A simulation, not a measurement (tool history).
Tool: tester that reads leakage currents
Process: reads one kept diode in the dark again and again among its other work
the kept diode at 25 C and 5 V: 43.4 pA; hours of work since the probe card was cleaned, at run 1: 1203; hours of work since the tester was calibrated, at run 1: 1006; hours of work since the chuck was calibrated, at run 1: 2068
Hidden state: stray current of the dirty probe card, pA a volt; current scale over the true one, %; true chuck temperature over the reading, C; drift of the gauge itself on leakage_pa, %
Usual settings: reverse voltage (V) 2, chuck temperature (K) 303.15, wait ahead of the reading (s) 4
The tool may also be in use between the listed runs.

run     day  reverse voltage (V)  chuck temperature (K)  wait ahead of the reading (s)  hours of work since the probe card was cleaned  hours of work since the tester was calibrated  hours of work since the chuck was calibrated  current that the tester gives (pA)
  1       0                    2                 303.15                              4                                            1203                                           1006                                          2068                               48.05
  2   2.754                18.05                 303.15                              4                                            1245                                           1048                                          2110                              149.53
  3   4.304                18.05                 303.15                              4                                            1269                                           1072                                          2134                              151.36
  4    6.45                18.05                 303.15                              4                                            1302                                           1105                                          2167                              151.71
  5   8.971                    2                 303.15                              4                                            1341                                           1143                                          2206                               48.66
  6  10.683                12.88                 303.15                              4                                            1367                                           1170                                          2232                              127.04
  7  12.504                12.88                 303.15                              4                                            1395                                           1198                                          2260                              128.05
  8  14.712                12.88                 303.15                              4                                            1429                                           1232                                          2294                              128.49
  9  16.917                12.88                 303.15                              4                                            1463                                           1265                                          2328                              129.31
 10  19.408                12.88                 303.15                              4                                            1501                                           1304                                          2366                              129.18
 11  21.346                12.88                 303.15                              4                                            1531                                           1333                                          2396                               130.7
 12      24                12.88                 303.15                              4                                            1571                                           1374                                          2437                              131.28
      24.55  -- chuck's temperature calibrated
 13  27.254                12.88                 303.15                              4                                            1620                                           1423                                            41                              127.04
     29.229  -- probe card cleaned and baked
 14  29.229                12.88                 303.15                              4                                               0                                           1451                                            70                               95.27
 15  31.738                12.88                 303.15                              4                                              38                                           1490                                           108                               96.14
 16  33.183                 1.55                 323.15                           0.45                                              61                                           1512                                           131                              144.65
 17  34.821                 6.77                 303.15                           0.78                                              86                                           1537                                           156                               75.13
 18  36.738                 6.77                 303.15                           0.78                                             115                                           1567                                           185                               75.06
 19  39.571                    2                 302.15                           2.44                                             159                                           1610                                           229                               40.23
 20  41.171                 7.18                 298.15                           1.38                                             183                                           1635                                           253                               55.06
 21  42.583                 1.91                 298.15                           1.38                                             205                                           1656                                           275                               30.05
 22  44.262                 1.91                 298.15                           1.38                                             231                                           1682                                           301                               29.97
 23  47.088                 1.93                 323.15                           9.99                                             274                                           1726                                           344                              158.99
 24  48.612                14.24                 314.15                           1.93                                             298                                           1749                                           368                              218.18
 25  50.742                14.38                 303.15                           3.05                                             330                                           1782                                           400                               108.3
 26  53.538                14.38                 303.15                           3.05                                             373                                           1825                                           443                               109.5

Forecast each of these 3 alternatives for the next run:
  A  56.308                 4.63                 303.15                           0.83                                             416                                           1867                                           486                                   ?
  B  56.308                    2                 310.15                              4                                             416                                           1867                                           486                                   ?
  C  56.308                  3.7                 307.15                              4                                             416                                           1867                                           486                                   ?

run  current that the tester gives (pA)
  A                               65.57
  B                               70.35
  C                               75.79
Without the tool's hidden state the same runs would have given:
run  current that the tester gives (pA)
  A                               62.11
  B                               68.51
  C                               72.82

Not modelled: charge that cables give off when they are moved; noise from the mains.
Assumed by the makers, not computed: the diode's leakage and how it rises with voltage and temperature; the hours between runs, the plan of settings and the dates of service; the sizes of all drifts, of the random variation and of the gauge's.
